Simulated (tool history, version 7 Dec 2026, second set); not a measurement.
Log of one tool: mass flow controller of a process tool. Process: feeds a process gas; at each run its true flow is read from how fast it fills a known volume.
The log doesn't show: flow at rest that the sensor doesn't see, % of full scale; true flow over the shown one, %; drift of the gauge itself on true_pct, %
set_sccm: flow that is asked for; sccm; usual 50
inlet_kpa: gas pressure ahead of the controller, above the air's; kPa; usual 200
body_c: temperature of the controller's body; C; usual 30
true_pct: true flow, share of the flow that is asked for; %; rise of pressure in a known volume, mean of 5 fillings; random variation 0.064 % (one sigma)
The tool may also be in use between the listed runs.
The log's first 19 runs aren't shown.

| run | hour | set_sccm | inlet_kpa | body_c | hours of work since the controller was set to zero | hours of work since the controller was changed | true_pct |
|---|---|---|---|---|---|---|---|
| 20 | 3236.2 | 50 | 189 | 30 | 891 | 6334 | 98.6 |
| 21 | 3356.6 | 50 | 223 | 30 | 959 | 6402 | 98.36 |
| 22 | 3557.7 | 50 | 200 | 36 | 1071 | 6514 | 99.13 |
| 23 | 3714.7 | 50 | 230 | 40 | 1159 | 6602 | 99.28 |
| 24 | 3947.1 | 50 | 230 | 40 | 1289 | 6732 | 99.4 |
| 25 | 4067.6 | 50 | 230 | 40 | 1356 | 6799 | 99.41 |
| 26 | 4223.6 | 50 | 208 | 23 | 1443 | 6887 | 98.09 |
| 27 | 4349 | 50 | 208 | 23 | 1513 | 6957 | 98.04 |
| 28 | 4493.6 | 13 | 190 | 32 | 1594 | 7037 | 100.7 |
| 29 | 4705.6 | 21 | 211 | 30 | 1713 | 7156 | 99.45 |
| 30 | 4911.1 | 50 | 211 | 35 | 1828 | 7271 | 99.33 |
| 31 | 5010.2 | 50 | 211 | 35 | 1883 | 7326 | 99.28 |
| 32 | 5207.3 | 49 | 233 | 27 | 1993 | 7436 | 98.43 |
| 33 | 5328.9 | 45 | 200 | 30 | 2061 | 7504 | 98.95 |
| 34 | 5541.9 | 45 | 208 | 36 | 2180 | 7623 | 99.48 |
| 35 | 5745.3 | 16 | 214 | 39 | 2294 | 7737 | 101.67 |
| 36 | 5878.7 | 16 | 214 | 39 | 2369 | 7812 | 101.9 |
| 37 | 6097.4 | 17 | 266 | 30 | 2491 | 7934 | 100.8 |
| 38 | 6256.1 | 50 | 200 | 34 | 2579 | 8023 | 99.41 |
| 39 | 6413.9 | 50 | 172 | 39 | 2668 | 8111 | 100.07 |
| 40 | 6538.3 | 50 | 172 | 39 | 2737 | 8181 | 100.13 |
| 41 | 6631.8 | 20 | 200 | 26 | 2790 | 8233 | 100.37 |
| 42 | 6803.6 | 43 | 268 | 22 | 2886 | 8329 | 98.36 |

4 ways to go on from here, each from the tool as it stands after run 42. What would each give?
| A | 7015 | 27 | 279 | 29 | 3004 | 8447 | ? |
| B | 7015 | 46 | 189 | 30 | 3004 | 8447 | ? |
| C | 7015 | 66 | 268 | 33 | 3004 | 8447 | ? |
| D | 7015 | 76 | 200 | 30 | 3004 | 8447 | ? |

| run | true_pct |
|---|---|
| A | 99.67 |
| B | 99.25 |
| C | 99.08 |
| D | 99.2 |
Without the tool's hidden state the same runs would have given:
| run | true_pct |
|---|---|
| A | 98.27 |
| B | 99.18 |
| C | 99.57 |
| D | 99.86 |
